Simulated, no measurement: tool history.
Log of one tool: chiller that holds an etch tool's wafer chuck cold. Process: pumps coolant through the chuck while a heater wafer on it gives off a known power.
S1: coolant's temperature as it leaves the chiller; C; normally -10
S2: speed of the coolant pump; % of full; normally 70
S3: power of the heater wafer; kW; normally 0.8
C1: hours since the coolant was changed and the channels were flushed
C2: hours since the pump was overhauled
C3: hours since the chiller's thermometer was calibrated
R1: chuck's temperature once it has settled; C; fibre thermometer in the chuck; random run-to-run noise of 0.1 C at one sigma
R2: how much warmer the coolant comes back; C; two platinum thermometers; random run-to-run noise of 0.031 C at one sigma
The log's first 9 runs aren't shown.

run 10 hour=722.7 | S1=-10 S2=80 S3=0.8 | C1=6423 C2=4022 C3=810 | R1=-4.8 R2=2.13
run 11 hour=815 | S1=-10 S2=80 S3=0.8 | C1=6515 C2=4115 C3=903 | R1=-5 R2=2.11
run 12 hour=930.3 | S1=-10 S2=80 S3=0.8 | C1=6631 C2=4230 C3=1018 | R1=-4.8 R2=2.15
run 13 hour=1032.5 | S1=-10 S2=70 S3=0.8 | C1=6733 C2=4332 C3=1120 | R1=-4.2 R2=2.49
run 14 hour=1142.1 | S1=-10 S2=70 S3=0.8 | C1=6842 C2=4442 C3=1230 | R1=-4.2 R2=2.44
run 15 hour=1238.6 | S1=-10 S2=70 S3=0.8 | C1=6939 C2=4538 C3=1326 | R1=-4.3 R2=2.46
run 16 hour=1325.5 | S1=-17 S2=62 S3=1.135 | C1=7026 C2=4625 C3=1413 | R1=-8.1 R2=4
run 17 hour=1399.4 | S1=-14 S2=69 S3=0.503 | C1=7100 C2=4699 C3=1487 | R1=-10.2 R2=1.56
run 18 hour=1480 | S1=-14 S2=69 S3=0.503 | C1=7180 C2=4780 C3=1568 | R1=-10.4 R2=1.52
run 19 hour=1550.7 | S1=-10 S2=68 S3=0.8 | C1=7251 C2=4850 C3=1638 | R1=-4 R2=2.5
run 20 hour=1651.9 | S1=-10 S2=68 S3=1.168 | C1=7352 C2=4952 C3=1740 | R1=-1.4 R2=3.73
run 21 hour=1760.9 | S1=0 S2=66 S3=0.745 | C1=7461 C2=5061 C3=1849 | R1=5.7 R2=2.41
-- hour=1848.9 coolant changed, channels flushed
run 22 hour=1894.5 | S1=0 S2=66 S3=0.745 | C1=46 C2=5188 C3=1976 | R1=5.6 R2=2.41
run 23 hour=1954.8 | S1=-3 S2=84 S3=0.8 | C1=106 C2=5248 C3=2037 | R1=2.1 R2=2.02
run 24 hour=2027.9 | S1=-3 S2=70 S3=1.076 | C1=179 C2=5322 C3=2110 | R1=4.5 R2=3.31
run 25 hour=2116.1 | S1=-3 S2=70 S3=0.477 | C1=267 C2=5410 C3=2198 | R1=0.4 R2=1.47
run 26 hour=2194.1 | S1=-8 S2=97 S3=0.509 | C1=345 C2=5488 C3=2276 | R1=-5 R2=1.12
run 27 hour=2280.2 | S1=-16 S2=80 S3=0.807 | C1=431 C2=5574 C3=2362 | R1=-10.6 R2=2.09
run 28 hour=2408.4 | S1=-10 S2=84 S3=0.8 | C1=560 C2=5702 C3=2490 | R1=-5 R2=1.98
run 29 hour=2532.7 | S1=-1 S2=95 S3=0.919 | C1=684 C2=5826 C3=2614 | R1=4.1 R2=2.04
run 30 hour=2592.1 | S1=-1 S2=95 S3=0.919 | C1=743 C2=5886 C3=2674 | R1=4.3 R2=2.05

Forecast each of these 4 alternatives for the next run:
run A hour=2658.5 | S1=-12 S2=85 S3=0.843 | C1=810 C2=5952 C3=2740 | R1=? R2=?
run B hour=2658.5 | S1=-11 S2=72 S3=0.51 | C1=810 C2=5952 C3=2740 | R1=? R2=?
run C hour=2658.5 | S1=-17 S2=75 S3=1.066 | C1=810 C2=5952 C3=2740 | R1=? R2=?
run D hour=2658.5 | S1=-10 S2=67 S3=0.8 | C1=810 C2=5952 C3=2740 | R1=? R2=?

run=A R1=-6.6 R2=2.12
run=B R1=-7.4 R2=1.54
run=C R1=-9.7 R2=3.05
run=D R1=-4.1 R2=2.58
With the hidden condition removed and each run's random variation left untouched, the same runs would have given:
run=A R1=-6.6 R2=2.12
run=B R1=-7.4 R2=1.54
run=C R1=-9.7 R2=3.05
run=D R1=-4.1 R2=2.58

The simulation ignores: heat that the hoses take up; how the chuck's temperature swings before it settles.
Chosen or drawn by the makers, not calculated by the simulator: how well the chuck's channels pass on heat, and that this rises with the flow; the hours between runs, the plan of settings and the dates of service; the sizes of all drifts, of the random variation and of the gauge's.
